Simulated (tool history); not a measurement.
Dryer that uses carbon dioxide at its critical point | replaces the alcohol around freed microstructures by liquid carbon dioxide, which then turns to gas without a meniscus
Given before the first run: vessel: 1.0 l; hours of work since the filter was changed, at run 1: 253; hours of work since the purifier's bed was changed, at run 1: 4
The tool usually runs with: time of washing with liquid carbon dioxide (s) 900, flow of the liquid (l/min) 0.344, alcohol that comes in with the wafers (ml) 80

run   hour  time of washing with liquid carbon dioxide (s)  flow of the liquid (l/min)  alcohol that comes in with the wafers (ml)  hours of work since the filter was changed  hours of work since the purifier's bed was changed  alcohol left in the vessel before it's heated (ppm by volume)
  1      0                                             900                       0.344                                          80                                         253                                                   4                                                           1515
  2   30.2                                             900                       0.442                                          80                                         272                                                  22                                                            559
  3   55.7                                             900                       0.442                                          80                                         288                                                  38                                                            562
  4   73.3                                             900                       0.442                                          80                                         299                                                  49                                                            577
  5   93.8                                             900                       0.442                                          80                                         311                                                  62                                                            587
  6  130.3                                             900                       0.442                                          80                                         334                                                  84                                                            589
     141.3  -- inlet filter changed
  7  168.5                                             780                       0.344                                          80                                          17                                                 107                                                           2172
  8  197.9                                             780                       0.344                                          80                                          35                                                 125                                                           2185
  9  215.5                                             780                       0.344                                          80                                          46                                                 136                                                           2251
 10  238.1                                             780                       0.344                                          80                                          60                                                 150                                                           2302
 11  261.1                                             780                       0.344                                          80                                          74                                                 165                                                           2314
 12  282.5                                            1380                       0.344                                          43                                          87                                                 178                                                            101
 13    320                                            1020                       0.392                                          22                                         111                                                 201                                                            142
 14  341.5                                            1020                       0.392                                          22                                         124                                                 214                                                            144
 15  361.2                                            1020                       0.392                                          22                                         136                                                 226                                                            146
 16  383.8                                            1080                        0.43                                          68                                         150                                                 240                                                            196
 17  399.7                                            1080                        0.43                                          68                                         160                                                 250                                                            194
 18  420.3                                            1140                       0.386                                          30                                         173                                                 263                                                            130
 19  454.9                                             900                       0.329                                          69                                         194                                                 284                                                           1590
 20  485.7                                             900                       0.492                                          93                                         213                                                 303                                                            363
 21  523.3                                             540                       0.344                                          80                                         236                                                 327                                                           7457

What if the next run were any one of these 3? Each begins from the tool's condition after run 21:
  A  556.9                                             900                        0.32                                          69                                         257                                                 348                                                              ?
  B  556.9                                             960                       0.344                                          80                                         257                                                 348                                                              ?
  C  556.9                                             960                       0.344                                          27                                         257                                                 348                                                              ?

run  alcohol left in the vessel before it's heated (ppm by volume)
  A                                                           1803
  B                                                           1262
  C                                                            442
Stripped of hidden state, with their random variation kept, the same runs would have yielded:
run  alcohol left in the vessel before it's heated (ppm by volume)
  A                                                           1414
  B                                                            951
  C                                                            314

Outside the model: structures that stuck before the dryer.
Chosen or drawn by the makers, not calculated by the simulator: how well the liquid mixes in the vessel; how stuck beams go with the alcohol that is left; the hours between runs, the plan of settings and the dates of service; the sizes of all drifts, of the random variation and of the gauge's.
